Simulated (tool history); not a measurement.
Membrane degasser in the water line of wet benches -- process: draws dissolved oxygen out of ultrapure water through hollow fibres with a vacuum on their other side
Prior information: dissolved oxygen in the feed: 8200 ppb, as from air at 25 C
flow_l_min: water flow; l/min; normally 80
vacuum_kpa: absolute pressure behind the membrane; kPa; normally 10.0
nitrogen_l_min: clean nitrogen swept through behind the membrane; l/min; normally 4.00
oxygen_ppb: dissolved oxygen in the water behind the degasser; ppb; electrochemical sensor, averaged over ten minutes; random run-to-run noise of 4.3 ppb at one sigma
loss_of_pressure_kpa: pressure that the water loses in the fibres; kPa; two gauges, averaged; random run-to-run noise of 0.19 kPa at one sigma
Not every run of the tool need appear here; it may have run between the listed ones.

Run 1, hour 0.0: usual settings. Result: oxygen_ppb 429.5 ppb, loss_of_pressure_kpa 41.07 kPa.
Run 2, hour 117.5: usual settings. Result: oxygen_ppb 430.0 ppb, loss_of_pressure_kpa 40.81 kPa.
Run 3, hour 200.4: usual settings but vacuum_kpa 15.0 kPa. Result: oxygen_ppb 616.2 ppb, loss_of_pressure_kpa 40.85 kPa.
Run 4, hour 351.2: usual settings. Result: oxygen_ppb 431.1 ppb, loss_of_pressure_kpa 40.99 kPa.
Run 5, hour 451.3: usual settings. Result: oxygen_ppb 428.7 ppb, loss_of_pressure_kpa 40.83 kPa.
At hour 537.7: seals of the vacuum lines changed.
Run 6, hour 616.9: usual settings but nitrogen_l_min 8.78 l/min. Result: oxygen_ppb 283.1 ppb, loss_of_pressure_kpa 40.60 kPa.
Run 7, hour 784.6: usual settings but nitrogen_l_min 8.78 l/min. Result: oxygen_ppb 281.5 ppb, loss_of_pressure_kpa 40.95 kPa.
Run 8, hour 880.5: usual settings but vacuum_kpa 8.8 kPa. Result: oxygen_ppb 380.2 ppb, loss_of_pressure_kpa 40.57 kPa.
Run 9, hour 1061.8: usual settings but vacuum_kpa 8.8 kPa, nitrogen_l_min 5.10 l/min. Result: oxygen_ppb 328.9 ppb, loss_of_pressure_kpa 40.83 kPa.
Run 10, hour 1251.5: usual settings but vacuum_kpa 8.8 kPa, nitrogen_l_min 5.10 l/min. Result: oxygen_ppb 330.9 ppb, loss_of_pressure_kpa 40.87 kPa.
Run 11, hour 1356.1: usual settings but vacuum_kpa 8.8 kPa, nitrogen_l_min 5.10 l/min. Result: oxygen_ppb 334.9 ppb, loss_of_pressure_kpa 40.85 kPa.
Run 12, hour 1468.8: usual settings but vacuum_kpa 8.8 kPa, nitrogen_l_min 5.10 l/min. Result: oxygen_ppb 328.6 ppb, loss_of_pressure_kpa 40.84 kPa.
Run 13, hour 1654.6: usual settings but vacuum_kpa 8.8 kPa, nitrogen_l_min 5.10 l/min. Result: oxygen_ppb 336.4 ppb, loss_of_pressure_kpa 41.08 kPa.
Run 14, hour 1802.6: usual settings but vacuum_kpa 24.0 kPa. Result: oxygen_ppb 961.9 ppb, loss_of_pressure_kpa 40.89 kPa.
Run 15, hour 1985.7: usual settings but vacuum_kpa 24.0 kPa, nitrogen_l_min 4.03 l/min. Result: oxygen_ppb 953.2 ppb, loss_of_pressure_kpa 40.66 kPa.
Run 16, hour 2064.3: usual settings but vacuum_kpa 8.2 kPa, nitrogen_l_min 1.66 l/min. Result: oxygen_ppb 570.8 ppb, loss_of_pressure_kpa 41.01 kPa.
At hour 2074.7: vacuum gauge calibrated.
Run 17, hour 2188.0: usual settings but vacuum_kpa 8.2 kPa, nitrogen_l_min 4.32 l/min. Result: oxygen_ppb 338.2 ppb, loss_of_pressure_kpa 41.17 kPa.
Run 18, hour 2383.1: usual settings but vacuum_kpa 8.2 kPa, nitrogen_l_min 4.32 l/min. Result: oxygen_ppb 344.6 ppb, loss_of_pressure_kpa 40.70 kPa.
Run 19, hour 2471.2: usual settings but flow_l_min 63 l/min, vacuum_kpa 11.3 kPa, nitrogen_l_min 11.98 l/min. Result: oxygen_ppb 188.6 ppb, loss_of_pressure_kpa 32.57 kPa.
Run 20, hour 2627.1: usual settings but flow_l_min 87 l/min, nitrogen_l_min 2.00 l/min. Result: oxygen_ppb 690.1 ppb, loss_of_pressure_kpa 44.47 kPa.
Run 21, hour 2706.9: usual settings but flow_l_min 87 l/min, nitrogen_l_min 2.00 l/min. Result: oxygen_ppb 704.7 ppb, loss_of_pressure_kpa 44.32 kPa.
Run 22, hour 2829.3: usual settings but flow_l_min 83 l/min, nitrogen_l_min 3.20 l/min. Result: oxygen_ppb 505.8 ppb, loss_of_pressure_kpa 42.63 kPa.
Run 23, hour 2961.2: usual settings but flow_l_min 67 l/min, vacuum_kpa 12.4 kPa, nitrogen_l_min 10.35 l/min. Result: oxygen_ppb 236.7 ppb, loss_of_pressure_kpa 34.08 kPa.
Run 24, hour 3064.1: usual settings but flow_l_min 126 l/min, vacuum_kpa 12.4 kPa, nitrogen_l_min 3.46 l/min. Result: oxygen_ppb 906.6 ppb, loss_of_pressure_kpa 64.29 kPa.
Run 25, hour 3250.4: usual settings but nitrogen_l_min 1.69 l/min. Result: oxygen_ppb 707.0 ppb, loss_of_pressure_kpa 41.10 kPa.
Run 26, hour 3358.8: usual settings but vacuum_kpa 17.2 kPa, nitrogen_l_min 3.08 l/min. Result: oxygen_ppb 842.2 ppb, loss_of_pressure_kpa 40.67 kPa.
Run 27, hour 3530.4: usual settings but flow_l_min 63 l/min, vacuum_kpa 19.3 kPa, nitrogen_l_min 3.87 l/min. Result: oxygen_ppb 629.7 ppb, loss_of_pressure_kpa 32.37 kPa.
Run 28, hour 3613.1: usual settings but flow_l_min 63 l/min, vacuum_kpa 19.3 kPa, nitrogen_l_min 3.87 l/min. Result: oxygen_ppb 639.8 ppb, loss_of_pressure_kpa 32.04 kPa.
Run 29, hour 3792.0: usual settings but flow_l_min 102 l/min, vacuum_kpa 8.3 kPa, nitrogen_l_min 10.34 l/min. Result: oxygen_ppb 329.7 ppb, loss_of_pressure_kpa 52.11 kPa.

Below are 3 alternative next runs, each starting from the tool's condition after run 29. Predict each:
Run A, hour 3890.3: usual settings but flow_l_min 102 l/min, vacuum_kpa 13.4 kPa, nitrogen_l_min 10.34 l/min. Result: oxygen_ppb ?, loss_of_pressure_kpa ?.
Run B, hour 3890.3: usual settings but flow_l_min 67 l/min, vacuum_kpa 8.0 kPa, nitrogen_l_min 10.07 l/min. Result: oxygen_ppb ?, loss_of_pressure_kpa ?.
Run C, hour 3890.3: usual settings but vacuum_kpa 6.4 kPa. Result: oxygen_ppb ?, loss_of_pressure_kpa ?.

run  oxygen_ppb  loss_of_pressure_kpa
  A       427.1                 52.17
  B       173.2                 33.93
  C       283.3                 40.80
Without the tool's unlogged condition, the same runs would have read:
run  oxygen_ppb  loss_of_pressure_kpa
  A       426.7                 52.15
  B       173.0                 33.91
  C       282.9                 40.78

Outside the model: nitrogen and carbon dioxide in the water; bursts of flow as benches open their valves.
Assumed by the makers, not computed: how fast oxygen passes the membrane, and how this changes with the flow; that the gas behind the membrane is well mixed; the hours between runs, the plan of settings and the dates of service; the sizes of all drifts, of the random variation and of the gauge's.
